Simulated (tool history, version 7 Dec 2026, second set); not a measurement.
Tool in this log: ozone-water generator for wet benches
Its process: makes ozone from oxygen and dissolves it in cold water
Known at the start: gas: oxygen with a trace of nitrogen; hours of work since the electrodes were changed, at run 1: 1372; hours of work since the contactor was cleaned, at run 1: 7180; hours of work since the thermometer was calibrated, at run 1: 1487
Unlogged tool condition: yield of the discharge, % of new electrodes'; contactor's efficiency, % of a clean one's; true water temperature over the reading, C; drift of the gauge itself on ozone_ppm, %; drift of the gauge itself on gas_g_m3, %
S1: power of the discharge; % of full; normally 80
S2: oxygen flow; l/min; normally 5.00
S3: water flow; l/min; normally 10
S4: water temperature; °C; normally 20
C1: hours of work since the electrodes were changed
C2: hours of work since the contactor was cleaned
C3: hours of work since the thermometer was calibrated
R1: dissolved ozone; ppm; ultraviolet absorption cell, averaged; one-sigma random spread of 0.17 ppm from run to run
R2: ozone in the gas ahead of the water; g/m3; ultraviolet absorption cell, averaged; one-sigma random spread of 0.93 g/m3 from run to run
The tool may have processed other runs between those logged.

run   hour  S1    S2  S3  S4    C1    C2    C3    R1     R2
  1    0.0  80  5.00  10  20  1372  7180  1487  22.5  158.9
  2   31.3  80  5.00  10  20  1397  7205  1513  22.7  156.1
  3   65.6  80  5.00  10  20  1425  7233  1541  22.5  157.3
  4   92.2  80  5.00  10  20  1447  7255  1562  22.6  156.3
  5  124.9  80  3.92  10  20  1474  7282  1589  24.3  185.2
  6  177.1  80  3.92  10  20  1517  7324  1632  24.0  186.1
  7  211.9  65  3.11  10  20  1545  7353  1660  22.4  191.8
  8  247.0  80  2.64   7  20  1574  7381  1689  33.1  243.0
  9  271.3  75  5.00  15  20  1594  7401  1709  16.6  151.7
 10  307.6  75  5.00  15  20  1623  7431  1738  16.7  149.8
 11  342.3  75  3.25  15  20  1651  7459  1767  17.5  203.0
 12  365.7  80  7.01  10  27  1671  7478  1786  17.2  124.7

Alternative continuations, all from the tool just after run 12; predict every row:
  A  413.8  80  5.00  10  21  1710  7518  1825   ?   ?
  B  413.8  80  7.37  10  27  1710  7518  1825   ?   ?
  C  413.8  53  8.18  10  13  1710  7518  1825   ?   ?
  D  413.8  52  7.01  10  21  1710  7518  1825   ?   ?

run    R1     R2
  A  22.2  158.1
  B  16.7  121.9
  C  17.8   90.3
  D  15.4   97.8
With the hidden condition removed and each run's random variation left untouched, the same runs would have given:
run    R1     R2
  A  22.3  158.2
  B  16.7  121.9
  C  17.8   90.3
  D  15.4   97.8
